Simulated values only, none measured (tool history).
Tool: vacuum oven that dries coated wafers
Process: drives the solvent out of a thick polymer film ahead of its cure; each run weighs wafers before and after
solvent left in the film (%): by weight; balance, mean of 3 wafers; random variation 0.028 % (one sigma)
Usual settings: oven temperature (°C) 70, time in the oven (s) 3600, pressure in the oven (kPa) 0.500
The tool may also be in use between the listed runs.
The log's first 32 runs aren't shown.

run	day	oven temperature (°C)	time in the oven (s)	pressure in the oven (kPa)	solvent left in the film (%)
# day 13.367: oven's thermocouples calibrated
33	13.821	77	2820	0.927	1.01
34	14.125	69	4500	0.302	1.02
35	14.458	71	2340	0.511	3.07
36	14.825	71	2340	0.511	3.08
37	15.104	58	2520	0.500	8.15
38	15.529	80	3600	0.500	0.33
# day 15.654: oven's thermocouples calibrated, once more
39	15.996	67	6180	0.722	1.01
40	16.425	59	3000	0.693	6.94
41	16.746	72	3600	0.357	1.21
42	17.200	69	2700	0.357	3.13
43	17.608	70	3600	1.030	1.96
44	18.079	78	3600	1.030	0.68
45	18.504	74	2580	1.362	2.22
46	18.925	68	3600	0.320	2.15
47	19.379	62	4140	0.704	3.81

4 ways to go on from here, each from the tool as it stands after run 47. What would each give?
A	19.642	58	4140	0.704	?
B	19.642	78	2760	0.366	?
C	19.642	84	4980	0.704	?
D	19.642	70	5460	0.500	?

run	solvent left in the film (%)
A	5.40
B	0.82
C	0.25
D	0.67
Without the tool's hidden state the same runs would have given:
run	solvent left in the film (%)
A	5.54
B	0.85
C	0.23
D	0.68
